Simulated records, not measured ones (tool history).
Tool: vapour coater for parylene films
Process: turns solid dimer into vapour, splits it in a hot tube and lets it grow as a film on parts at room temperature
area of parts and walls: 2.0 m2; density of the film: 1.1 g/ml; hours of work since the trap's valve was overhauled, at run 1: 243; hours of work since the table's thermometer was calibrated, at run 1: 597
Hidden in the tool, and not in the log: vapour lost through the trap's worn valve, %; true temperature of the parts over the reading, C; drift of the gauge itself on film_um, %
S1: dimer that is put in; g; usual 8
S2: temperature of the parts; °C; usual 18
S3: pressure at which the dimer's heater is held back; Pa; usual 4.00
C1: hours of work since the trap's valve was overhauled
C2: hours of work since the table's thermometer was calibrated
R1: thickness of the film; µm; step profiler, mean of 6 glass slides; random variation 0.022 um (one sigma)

run     day  S1  S2     S3   C1   C2    R1
  1   0.000   8  18   4.00  243  597  2.75
  2   1.692   8  18   4.00  280  633  2.75
  3   2.471   8  18   4.00  296  650  2.75
  4   4.192   8  18   4.00  333  687  2.73
  5   5.871   8  18   4.00  369  722  2.69
  6   6.617   8  18   4.00  385  738  2.71
  7   8.083   8  18   4.00  416  770  2.69
  8   9.725   8  18   4.00  451  805  2.69
  9  11.008   8  18   4.00  479  832  2.68
 10  11.992   8  18   4.00  500  853  2.68
 11  13.192   8  18   4.00  525  879  2.64
 12  14.317   8  18   4.00  549  903  2.61
 13  15.904   8  11   4.00  583  937  3.18
 14  16.838   8  18   4.00  603  957  2.63
 15  17.854   8  18   4.00  625  979  2.63
     18.921  -- table's thermometer calibrated
 16  18.971   8  18   4.00  648    1  2.46
     19.554  -- trap's valve overhauled
 17  19.996   8  18   4.00    9   19  2.82
 18  21.742   8  18   4.00   47   57  2.76
 19  23.592   8  18   4.00   86   96  2.80
 20  24.954   8  18   4.00  115  125  2.74
 21  26.133   8  18   2.77  141  151  2.96
 22  27.908   8  18   2.77  179  189  2.91
 23  28.975   8  18   4.00  201  211  2.73
 24  30.533   8  18   4.00  235  245  2.72
 25  31.296   3  23   4.00  251  261  0.81
 26  32.621   6  17   5.16  279  289  2.05
 27  34.129  10  14   5.16  311  322  3.85
 28  35.217   8  12   2.36  335  345  3.31
 29  36.021   8  12   2.36  352  362  3.34
 30  37.738   8  18   4.94  389  399  2.57
 31  39.150   8  18   3.41  419  429  2.70
 32  40.092   8  18  10.75  439  449  2.27
 33  41.533   8  18  10.75  470  480  2.26
 34  42.654   8  18  10.75  494  504  2.29
 35  44.321   8  18  10.75  529  539  2.23
 36  45.825   5  24   2.95  561  571  1.33
 37  47.558  11  21   5.92  599  609  2.99
 38  48.583   9  21   5.08  620  630  2.45
 39  49.629   9  21   5.08  643  653  2.45
     50.454  -- trap's valve overhauled
 40  51.588   6  21   7.27   24  691  1.77
 41  52.642   6  21   7.27   47  714  1.72
 42  54.304   6  21   7.27   82  749  1.71
 43  55.625   8  17   3.37  110  777  3.07
 44  56.896   6  25   4.00  138  805  1.56
 45  58.217   6  25   4.00  166  833  1.53
 46  59.367   6  25   4.00  190  857  1.56
 47  60.800   8  15  10.93  221  888  2.72
 48  62.488   8  19   5.86  257  924  2.56

Some steps in R1 between neighbouring runs. How much of each would the tool show without its hidden state too (settings, what came in, random variation), and how much is left for the hidden state, with any gauge scatter that isn't in both results?
Run 12 -> 13: S2 18 -> 11. R1 +0.57 µm: hidden state -0.23, all else +0.80.
Run 16 -> 17: trap's valve overhauled. R1 +0.36 µm: hidden state +0.33, all else +0.03.
Run 24 -> 25: S1 8 -> 3, S2 18 -> 23. R1 -1.91 µm: hidden state +0.05, all else -1.96.
Run 26 -> 27: S1 6 -> 10, S2 17 -> 14. R1 +1.80 µm: hidden state -0.08, all else +1.88.
Run 36 -> 37: S1 5 -> 11, S2 24 -> 21, S3 2.95 -> 5.92. R1 +1.66 µm: hidden state -0.13, all else +1.79.
Run 39 -> 40: S1 9 -> 6, S3 5.08 -> 7.27, trap's valve overhauled. R1 -0.68 µm: hidden state +0.26, all else -0.94.

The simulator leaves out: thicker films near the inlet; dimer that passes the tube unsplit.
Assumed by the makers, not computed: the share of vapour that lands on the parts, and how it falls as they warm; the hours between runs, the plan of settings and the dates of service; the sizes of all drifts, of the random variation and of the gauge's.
